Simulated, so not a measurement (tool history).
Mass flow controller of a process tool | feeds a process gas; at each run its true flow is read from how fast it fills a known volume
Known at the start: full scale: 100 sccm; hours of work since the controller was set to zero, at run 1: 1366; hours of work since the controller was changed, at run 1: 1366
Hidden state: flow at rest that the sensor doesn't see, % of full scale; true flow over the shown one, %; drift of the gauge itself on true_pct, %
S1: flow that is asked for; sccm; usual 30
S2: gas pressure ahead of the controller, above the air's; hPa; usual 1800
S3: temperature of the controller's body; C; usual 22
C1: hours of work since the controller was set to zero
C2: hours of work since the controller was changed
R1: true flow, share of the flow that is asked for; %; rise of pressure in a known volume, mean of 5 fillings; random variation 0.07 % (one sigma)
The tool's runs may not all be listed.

Run 1, hour 0.0: usual settings; C1 1366; C2 1366. Result: R1 98.71 %.
Run 2, hour 165.3: usual settings; C1 1463; C2 1463. Result: R1 98.93 %.
Run 3, hour 308.8: usual settings; C1 1546; C2 1546. Result: R1 98.99 %.
Run 4, hour 453.2: usual settings; C1 1630; C2 1630. Result: R1 98.95 %.
Run 5, hour 600.2: usual settings; C1 1716; C2 1716. Result: R1 98.94 %.
Run 6, hour 787.8: usual settings; C1 1825; C2 1825. Result: R1 99.16 %.
Run 7, hour 880.1: usual settings; C1 1879; C2 1879. Result: R1 99.04 %.
Run 8, hour 1015.1: usual settings; C1 1957; C2 1957. Result: R1 99.19 %.
Run 9, hour 1196.2: usual settings but S3 31 C; C1 2063; C2 2063. Result: R1 98.35 %.
Run 10, hour 1324.0: usual settings but S1 34 sccm; C1 2137; C2 2137. Result: R1 99.28 %.
Run 11, hour 1452.7: usual settings but S1 34 sccm; C1 2212; C2 2212. Result: R1 99.35 %.
Run 12, hour 1567.3: usual settings but S3 38 C; C1 2279; C2 2279. Result: R1 97.99 %.
Run 13, hour 1738.5: usual settings but S3 38 C; C1 2378; C2 2378. Result: R1 98.01 %.
Run 14, hour 1924.5: usual settings but S1 44 sccm; C1 2487; C2 2487. Result: R1 99.57 %.
Run 15, hour 2069.1: usual settings but S2 2790 hPa; C1 2571; C2 2571. Result: R1 99.29 %.
Run 16, hour 2240.0: usual settings but S2 2790 hPa; C1 2670; C2 2670. Result: R1 99.53 %.
Run 17, hour 2388.2: usual settings; C1 2756; C2 2756. Result: R1 99.65 %.
Run 18, hour 2568.8: usual settings but S1 37 sccm; C1 2862; C2 2862. Result: R1 99.75 %.
Run 19, hour 2726.9: usual settings but S1 37 sccm; C1 2954; C2 2954. Result: R1 99.77 %.
Run 20, hour 2888.2: usual settings but S1 37 sccm; C1 3048; C2 3048. Result: R1 99.85 %.
Run 21, hour 3001.3: usual settings but S1 37 sccm; C1 3113; C2 3113. Result: R1 99.88 %.
Run 22, hour 3092.9: usual settings but S1 37 sccm; C1 3167; C2 3167. Result: R1 99.96 %.
Run 23, hour 3272.2: usual settings but S1 37 sccm; C1 3271; C2 3271. Result: R1 100.11 %.
Run 24, hour 3425.9: usual settings but S3 30 C; C1 3361; C2 3361. Result: R1 99.25 %.
Run 25, hour 3547.1: usual settings but S3 30 C; C1 3431; C2 3431. Result: R1 99.40 %.
Run 26, hour 3705.4: usual settings but S3 30 C; C1 3523; C2 3523. Result: R1 99.56 %.
Run 27, hour 3840.0: usual settings but S3 30 C; C1 3602; C2 3602. Result: R1 99.51 %.
Run 28, hour 4014.9: usual settings but S2 2690 hPa; C1 3703; C2 3703. Result: R1 100.17 %.
Run 29, hour 4179.9: usual settings but S1 39 sccm, S2 1490 hPa, S3 23 C; C1 3799; C2 3799. Result: R1 100.19 %.
Run 30, hour 4316.6: usual settings but S1 17 sccm, S2 1680 hPa, S3 25 C; C1 3879; C2 3879. Result: R1 101.15 %.
Run 31, hour 4438.2: usual settings but S1 41 sccm, S2 2650 hPa, S3 31 C; C1 3950; C2 3950. Result: R1 99.39 %.
At hour 4455.3: controller's zero set anew.
Run 32, hour 4626.0: usual settings but S1 64 sccm, S2 2530 hPa; C1 99; C2 4059. Result: R1 101.09 %.
Run 33, hour 4788.1: usual settings but S1 64 sccm, S2 2530 hPa; C1 194; C2 4153. Result: R1 101.17 %.
At hour 4918.3: controller's zero set anew, once more.
Run 34, hour 4977.6: usual settings but S1 64 sccm, S2 2530 hPa; C1 35; C2 4263. Result: R1 99.87 %.
Run 35, hour 5125.8: usual settings but S1 64 sccm, S2 2530 hPa; C1 121; C2 4349. Result: R1 99.89 %.
Run 36, hour 5297.1: usual settings but S1 73 sccm, S2 2030 hPa, S3 24 C; C1 221; C2 4449. Result: R1 100.08 %.
Run 37, hour 5435.6: usual settings but S1 73 sccm, S2 2030 hPa, S3 24 C; C1 301; C2 4530. Result: R1 100.12 %.
Run 38, hour 5619.6: usual settings but S1 84 sccm, S2 1460 hPa; C1 408; C2 4637. Result: R1 100.64 %.
Run 39, hour 5695.7: usual settings but S1 84 sccm, S2 1460 hPa; C1 452; C2 4681. Result: R1 100.85 %.
Run 40, hour 5791.1: usual settings but S1 51 sccm, S2 1700 hPa, S3 29 C; C1 508; C2 4737. Result: R1 99.34 %.
Run 41, hour 5968.8: usual settings but S1 25 sccm, S2 2110 hPa, S3 20 C; C1 611; C2 4840. Result: R1 99.19 %.
Run 42, hour 6132.6: usual settings but S1 13 sccm, S2 1830 hPa, S3 20 C; C1 707; C2 4935. Result: R1 99.31 %.
Run 43, hour 6276.5: usual settings but S1 25 sccm, S2 2500 hPa, S3 23 C; C1 791; C2 5019. Result: R1 99.13 %.
Run 44, hour 6373.2: usual settings but S1 26 sccm, S2 2550 hPa; C1 847; C2 5076. Result: R1 99.26 %.
Run 45, hour 6465.9: usual settings but S1 17 sccm, S2 1610 hPa, S3 34 C; C1 901; C2 5129. Result: R1 98.21 %.
Run 46, hour 6589.0: usual settings but S1 17 sccm, S2 1610 hPa, S3 34 C; C1 972; C2 5201. Result: R1 98.38 %.
Run 47, hour 6740.1: usual settings but S1 17 sccm, S2 1610 hPa, S3 34 C; C1 1060; C2 5289. Result: R1 98.48 %.

4 ways to go on from here, each from the tool as it stands after run 47. What would each give?
Run A, hour 6893.4: usual settings but S1 40 sccm, S2 2020 hPa, S3 29 C; C1 1150; C2 5378. Result: R1 ?.
Run B, hour 6893.4: usual settings but S2 1720 hPa; C1 1150; C2 5378. Result: R1 ?.
Run C, hour 6893.4: usual settings but S2 2640 hPa; C1 1150; C2 5378. Result: R1 ?.
Run D, hour 6893.4: usual settings but S1 24 sccm, S2 1610 hPa, S3 34 C; C1 1150; C2 5378. Result: R1 ?.

run     R1
  A  99.11
  B  99.54
  C  99.37
  D  98.52
Without the tool's hidden state the same runs would have given:
run     R1
  A  97.59
  B  97.88
  C  97.70
  D  96.71

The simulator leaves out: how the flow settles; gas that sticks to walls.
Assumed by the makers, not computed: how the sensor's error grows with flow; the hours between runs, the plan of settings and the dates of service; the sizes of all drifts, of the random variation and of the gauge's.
